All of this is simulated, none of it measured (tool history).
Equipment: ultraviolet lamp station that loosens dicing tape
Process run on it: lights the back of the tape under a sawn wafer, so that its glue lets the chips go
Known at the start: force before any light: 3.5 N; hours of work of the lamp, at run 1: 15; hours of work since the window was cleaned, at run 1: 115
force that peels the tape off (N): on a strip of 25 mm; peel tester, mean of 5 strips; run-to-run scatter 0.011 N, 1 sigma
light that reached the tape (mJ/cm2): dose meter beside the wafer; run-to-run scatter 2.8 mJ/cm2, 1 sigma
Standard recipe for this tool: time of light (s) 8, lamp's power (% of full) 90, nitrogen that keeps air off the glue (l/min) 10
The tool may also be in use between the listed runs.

run	day	time of light (s)	lamp's power (% of full)	nitrogen that keeps air off the glue (l/min)	hours of work of the lamp	hours of work since the window was cleaned	force that peels the tape off (N)	light that reached the tape (mJ/cm2)
1	0.000	8	90	10	15	115	0.538	377
2	0.417	8	90	7	20	120	0.594	377
3	0.762	8	90	7	24	125	0.624	371
4	1.296	8	90	7	31	131	0.622	368
5	1.688	8	90	7	35	136	0.614	371
6	2.258	8	90	7	42	143	0.616	370
7	2.667	8	90	7	47	148	0.657	369
8	3.246	8	84	10	54	155	0.605	349
9	3.633	8	84	10	59	159	0.606	342
10	3.917	8	90	6	62	163	0.648	364
11	4.500	8	90	6	69	170	0.702	365
12	4.883	8	90	6	74	174	0.689	365
13	5.417	8	90	10	80	181	0.560	361
14	5.688	8	90	10	84	184	0.536	360
15	6.208	8	90	10	90	190	0.574	358
16	6.504	8	90	10	94	194	0.540	360
17	7.062	8	96	10	100	201	0.521	384
18	7.375	8	96	10	104	204	0.520	380
19	7.654	8	84	10	107	208	0.606	332
20	8.233	8	84	10	114	215	0.627	332
21	8.542	4	84	5	118	218	1.589	168
22	8.862	4	84	5	122	222	1.638	168
23	9.283	10	66	8	127	227	0.712	326
24	9.562	10	66	8	130	231	0.708	317
25	9.967	7	90	3	135	236	1.137	308
26	10.367	7	90	3	140	240	1.087	307
27	10.742	9	90	11	145	245	0.486	393
28	11.321	11	79	3	152	252	0.778	420
29	11.708	15	73	4	156	257	0.521	532
30	12.188	15	73	4	162	262	0.501	526
31	12.500	15	73	4	166	266	0.532	531
32	12.929	5	98	11	171	271	0.929	237
33	13.304	5	98	11	176	276	0.941	233
34	13.667	8	74	8	180	280	0.833	287
35	14.288	6	93	4	187	288	1.139	264
36	14.846	6	64	4	194	294	1.665	181
37	15.100	16	90	10	197	297	0.291	679
38	15.588	15	91	5	203	303	0.359	645
39	15.950	5	98	7	207	308	1.121	232

What if the next run were any one of these 3? Each begins from the tool's condition after run 39:
A	16.512	5	81	3	214	315	?	?
B	16.512	5	90	13	214	315	?	?
C	16.512	11	73	17	214	315	?	?

run	force that peels the tape off (N)	light that reached the tape (mJ/cm2)
A	1.671	190
B	0.986	210
C	0.437	376
With the hidden condition removed and each run's random variation left untouched, the same runs would have given:
run	force that peels the tape off (N)	light that reached the tape (mJ/cm2)
A	1.478	225
B	0.813	249
C	0.360	444
